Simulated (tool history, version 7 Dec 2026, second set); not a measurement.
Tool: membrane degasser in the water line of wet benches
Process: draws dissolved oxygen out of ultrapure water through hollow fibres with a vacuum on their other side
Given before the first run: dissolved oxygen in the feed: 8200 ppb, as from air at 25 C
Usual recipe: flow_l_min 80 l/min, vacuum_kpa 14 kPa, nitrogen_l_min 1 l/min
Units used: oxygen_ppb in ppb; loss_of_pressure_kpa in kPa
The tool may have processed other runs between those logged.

Run 1, hour 0: usual settings. Result: oxygen_ppb 1369.7 ppb, loss_of_pressure_kpa 44.76 kPa.
Run 2, hour 64.7: usual settings but nitrogen_l_min 1.84 l/min. Result: oxygen_ppb 936.4 ppb, loss_of_pressure_kpa 44.52 kPa.
Run 3, hour 133.1: usual settings but nitrogen_l_min 1.84 l/min. Result: oxygen_ppb 944 ppb, loss_of_pressure_kpa 44.72 kPa.
Run 4, hour 200.5: usual settings but vacuum_kpa 32.2 kPa. Result: oxygen_ppb 2910.4 ppb, loss_of_pressure_kpa 44.83 kPa.
Run 5, hour 267: usual settings but vacuum_kpa 32.2 kPa. Result: oxygen_ppb 2912.9 ppb, loss_of_pressure_kpa 45.03 kPa.
Run 6, hour 343.4: usual settings. Result: oxygen_ppb 1369.3 ppb, loss_of_pressure_kpa 44.89 kPa.
Run 7, hour 387: usual settings but flow_l_min 115 l/min, vacuum_kpa 15.2 kPa, nitrogen_l_min 1.89 l/min. Result: oxygen_ppb 1375.5 ppb, loss_of_pressure_kpa 64.54 kPa.

What does the tool deliver on the next run?
Run 8, hour 442.9: usual settings but flow_l_min 115 l/min, vacuum_kpa 34.9 kPa, nitrogen_l_min 1.13 l/min. Result: oxygen_ppb ?, loss_of_pressure_kpa ?.

{"run 8": {"oxygen_ppb": 3513.5, "loss_of_pressure_kpa": 64.57}}
With no hidden state in the tool, this same run would have given oxygen_ppb 3507.3 ppb, loss_of_pressure_kpa 64.13 kPa.

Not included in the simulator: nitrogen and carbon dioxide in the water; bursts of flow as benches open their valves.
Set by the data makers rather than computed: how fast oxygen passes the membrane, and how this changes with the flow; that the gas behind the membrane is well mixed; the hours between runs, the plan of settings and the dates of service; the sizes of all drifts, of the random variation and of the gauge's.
